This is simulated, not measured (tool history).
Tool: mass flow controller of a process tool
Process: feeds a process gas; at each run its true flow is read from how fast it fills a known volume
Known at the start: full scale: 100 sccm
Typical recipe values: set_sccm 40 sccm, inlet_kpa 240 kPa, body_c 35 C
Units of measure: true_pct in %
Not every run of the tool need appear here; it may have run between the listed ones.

run,hour,set_sccm,inlet_kpa,body_c,true_pct
1,0.0,40,240,35,100.04
2,43.7,40,240,35,99.96
3,113.5,40,240,20,98.20
4,207.5,40,240,20,97.88
5,281.0,40,240,20,97.69
6,360.5,40,240,23,97.95
7,428.7,12,239,36,98.94
8,509.2,12,239,36,98.74
9,595.3,10,263,20,96.67
10,670.9,19,274,32,97.96

Difference, measured minus no-hidden-state, one row per run. Run-to-run variation is common to both terms; the gauge's own scatter need not be:
Hidden state present: flow at rest that the sensor doesn't see, % of full scale; true flow over the shown one, %; drift of the gauge itself on true_pct, %.
run,true_pct
1,+0.00
2,-0.09
3,-0.22
4,-0.40
5,-0.55
6,-0.70
7,-0.84
8,-1.00
9,-1.16
10,-1.31
